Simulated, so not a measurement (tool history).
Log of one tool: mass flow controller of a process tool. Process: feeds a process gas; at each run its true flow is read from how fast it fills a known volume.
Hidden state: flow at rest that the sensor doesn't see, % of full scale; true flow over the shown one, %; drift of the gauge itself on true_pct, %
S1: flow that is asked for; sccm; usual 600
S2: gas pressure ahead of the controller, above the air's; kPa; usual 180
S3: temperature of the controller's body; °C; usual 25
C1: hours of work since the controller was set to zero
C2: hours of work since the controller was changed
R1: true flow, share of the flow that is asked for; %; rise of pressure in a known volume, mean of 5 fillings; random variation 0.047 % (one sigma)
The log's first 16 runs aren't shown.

run,day,S1,S2,S3,C1,C2,R1
17,70.525,600,232,21,4237,4237,100.74
18,76.033,764,149,30,4332,4332,100.22
19,80.308,764,149,30,4406,4406,100.2
20,85.958,764,151,30,4504,4504,100.2
21,91.688,105,180,30,4602,4602,92.09
22,95.183,105,180,30,4663,4663,92
23,98.788,600,199,38,4725,4725,99.02
24,104.962,117,180,34,4831,4831,92.28
25,111.283,117,180,34,4941,4941,92.13
26,116.271,593,272,25,5027,5027,100.44
27,121.012,593,222,39,5108,5108,98.91
28,124.692,593,222,39,5172,5172,98.88
29,129.229,593,222,39,5250,5250,98.98
30,133.333,110,222,39,5321,5321,90.65

Forecast each of these 5 alternatives for the next run:
A,137.025,670,193,25,5385,5385,?
B,137.025,823,219,39,5385,5385,?
C,137.025,600,199,25,5385,5385,?
D,137.025,600,162,25,5385,5385,?
E,137.025,110,222,35,5385,5385,?

run,R1
A,100.68
B,99.68
C,100.33
D,100.28
E,90.92
Without the tool's hidden state the same runs would have given:
run,R1
A,99.79
B,98.49
C,99.62
D,99.58
E,98.22
